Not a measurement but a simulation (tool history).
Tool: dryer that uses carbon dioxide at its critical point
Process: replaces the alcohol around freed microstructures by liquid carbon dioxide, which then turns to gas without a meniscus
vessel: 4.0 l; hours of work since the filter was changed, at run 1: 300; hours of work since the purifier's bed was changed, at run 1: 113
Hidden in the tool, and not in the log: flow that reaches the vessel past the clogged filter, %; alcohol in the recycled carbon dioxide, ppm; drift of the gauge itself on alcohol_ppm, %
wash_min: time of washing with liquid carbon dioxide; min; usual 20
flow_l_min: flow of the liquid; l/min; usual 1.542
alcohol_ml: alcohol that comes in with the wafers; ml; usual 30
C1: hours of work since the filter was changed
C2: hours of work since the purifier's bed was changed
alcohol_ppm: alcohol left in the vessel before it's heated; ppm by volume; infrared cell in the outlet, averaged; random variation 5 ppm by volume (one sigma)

run 1 day=0.000 | wash_min=20 flow_l_min=1.542 alcohol_ml=30 | C1=300 C2=113 | alcohol_ppm=68
run 2 day=0.758 | wash_min=12 flow_l_min=1.542 alcohol_ml=30 | C1=313 C2=126 | alcohol_ppm=251
run 3 day=1.504 | wash_min=12 flow_l_min=1.542 alcohol_ml=30 | C1=326 C2=139 | alcohol_ppm=258
run 4 day=1.958 | wash_min=12 flow_l_min=1.542 alcohol_ml=30 | C1=334 C2=147 | alcohol_ppm=255
run 5 day=2.633 | wash_min=20 flow_l_min=1.542 alcohol_ml=30 | C1=346 C2=159 | alcohol_ppm=66
run 6 day=3.104 | wash_min=20 flow_l_min=1.542 alcohol_ml=30 | C1=354 C2=167 | alcohol_ppm=69
run 7 day=3.896 | wash_min=20 flow_l_min=1.542 alcohol_ml=30 | C1=368 C2=181 | alcohol_ppm=81
run 8 day=4.412 | wash_min=20 flow_l_min=1.542 alcohol_ml=30 | C1=377 C2=191 | alcohol_ppm=83
run 9 day=5.112 | wash_min=26 flow_l_min=1.542 alcohol_ml=30 | C1=390 C2=203 | alcohol_ppm=66
run 10 day=5.804 | wash_min=13 flow_l_min=1.542 alcohol_ml=30 | C1=402 C2=215 | alcohol_ppm=235
run 11 day=6.562 | wash_min=20 flow_l_min=1.542 alcohol_ml=30 | C1=415 C2=228 | alcohol_ppm=97
run 12 day=7.004 | wash_min=20 flow_l_min=1.542 alcohol_ml=30 | C1=423 C2=236 | alcohol_ppm=105
run 13 day=7.596 | wash_min=21 flow_l_min=1.542 alcohol_ml=30 | C1=433 C2=247 | alcohol_ppm=96
run 14 day=8.183 | wash_min=20 flow_l_min=1.542 alcohol_ml=30 | C1=444 C2=257 | alcohol_ppm=122
run 15 day=8.625 | wash_min=20 flow_l_min=1.542 alcohol_ml=30 | C1=451 C2=265 | alcohol_ppm=107
-- day=9.158 inlet filter changed
run 16 day=9.350 | wash_min=20 flow_l_min=1.542 alcohol_ml=30 | C1=3 C2=277 | alcohol_ppm=104
run 17 day=9.950 | wash_min=20 flow_l_min=1.542 alcohol_ml=30 | C1=14 C2=287 | alcohol_ppm=108
run 18 day=10.521 | wash_min=20 flow_l_min=1.542 alcohol_ml=30 | C1=24 C2=297 | alcohol_ppm=114
run 19 day=11.071 | wash_min=20 flow_l_min=1.542 alcohol_ml=30 | C1=34 C2=307 | alcohol_ppm=100
run 20 day=11.629 | wash_min=20 flow_l_min=1.790 alcohol_ml=30 | C1=44 C2=317 | alcohol_ppm=109
run 21 day=12.512 | wash_min=20 flow_l_min=1.790 alcohol_ml=30 | C1=59 C2=332 | alcohol_ppm=110
run 22 day=13.138 | wash_min=20 flow_l_min=1.790 alcohol_ml=30 | C1=70 C2=343 | alcohol_ppm=112
run 23 day=13.579 | wash_min=24 flow_l_min=2.360 alcohol_ml=118 | C1=78 C2=351 | alcohol_ppm=115
run 24 day=14.421 | wash_min=32 flow_l_min=1.640 alcohol_ml=30 | C1=93 C2=366 | alcohol_ppm=112
run 25 day=14.817 | wash_min=32 flow_l_min=1.640 alcohol_ml=30 | C1=100 C2=373 | alcohol_ppm=120
run 26 day=15.175 | wash_min=14 flow_l_min=1.542 alcohol_ml=55 | C1=106 C2=379 | alcohol_ppm=287
run 27 day=15.608 | wash_min=20 flow_l_min=1.542 alcohol_ml=44 | C1=114 C2=387 | alcohol_ppm=147
run 28 day=16.442 | wash_min=20 flow_l_min=1.490 alcohol_ml=32 | C1=128 C2=402 | alcohol_ppm=154
run 29 day=16.983 | wash_min=20 flow_l_min=1.490 alcohol_ml=32 | C1=138 C2=411 | alcohol_ppm=151
run 30 day=17.604 | wash_min=16 flow_l_min=2.030 alcohol_ml=117 | C1=149 C2=422 | alcohol_ppm=172
run 31 day=18.425 | wash_min=28 flow_l_min=1.950 alcohol_ml=61 | C1=163 C2=437 | alcohol_ppm=145
run 32 day=19.183 | wash_min=28 flow_l_min=1.950 alcohol_ml=61 | C1=177 C2=450 | alcohol_ppm=148
run 33 day=19.838 | wash_min=28 flow_l_min=1.950 alcohol_ml=61 | C1=188 C2=461 | alcohol_ppm=138
run 34 day=20.217 | wash_min=20 flow_l_min=2.130 alcohol_ml=27 | C1=195 C2=468 | alcohol_ppm=145
run 35 day=20.858 | wash_min=17 flow_l_min=2.130 alcohol_ml=28 | C1=206 C2=479 | alcohol_ppm=151
run 36 day=21.362 | wash_min=17 flow_l_min=2.130 alcohol_ml=28 | C1=215 C2=488 | alcohol_ppm=163
run 37 day=21.938 | wash_min=20 flow_l_min=2.460 alcohol_ml=20 | C1=225 C2=498 | alcohol_ppm=154
run 38 day=22.404 | wash_min=20 flow_l_min=2.460 alcohol_ml=20 | C1=233 C2=507 | alcohol_ppm=161
run 39 day=22.858 | wash_min=31 flow_l_min=0.990 alcohol_ml=67 | C1=241 C2=515 | alcohol_ppm=218
run 40 day=23.292 | wash_min=19 flow_l_min=0.960 alcohol_ml=97 | C1=249 C2=522 | alcohol_ppm=916
run 41 day=24.138 | wash_min=19 flow_l_min=0.960 alcohol_ml=97 | C1=264 C2=537 | alcohol_ppm=950
run 42 day=24.762 | wash_min=19 flow_l_min=2.380 alcohol_ml=43 | C1=275 C2=548 | alcohol_ppm=179
run 43 day=25.238 | wash_min=19 flow_l_min=2.380 alcohol_ml=57 | C1=283 C2=556 | alcohol_ppm=181
run 44 day=25.646 | wash_min=19 flow_l_min=2.380 alcohol_ml=57 | C1=290 C2=564 | alcohol_ppm=185

Forecast each of these 5 alternatives for the next run:
run A day=26.279 | wash_min=12 flow_l_min=1.300 alcohol_ml=57 | C1=301 C2=575 | alcohol_ppm=?
run B day=26.279 | wash_min=20 flow_l_min=1.800 alcohol_ml=66 | C1=301 C2=575 | alcohol_ppm=?
run C day=26.279 | wash_min=27 flow_l_min=2.580 alcohol_ml=57 | C1=301 C2=575 | alcohol_ppm=?
run D day=26.279 | wash_min=19 flow_l_min=2.380 alcohol_ml=93 | C1=301 C2=575 | alcohol_ppm=?
run E day=26.279 | wash_min=19 flow_l_min=2.020 alcohol_ml=22 | C1=301 C2=575 | alcohol_ppm=?

run=A alcohol_ppm=904
run=B alcohol_ppm=184
run=C alcohol_ppm=179
run=D alcohol_ppm=183
run=E alcohol_ppm=196
Without the tool's hidden state the same runs would have given:
run=A alcohol_ppm=583
run=B alcohol_ppm=5
run=C alcohol_ppm=4
run=D alcohol_ppm=7
run=E alcohol_ppm=17

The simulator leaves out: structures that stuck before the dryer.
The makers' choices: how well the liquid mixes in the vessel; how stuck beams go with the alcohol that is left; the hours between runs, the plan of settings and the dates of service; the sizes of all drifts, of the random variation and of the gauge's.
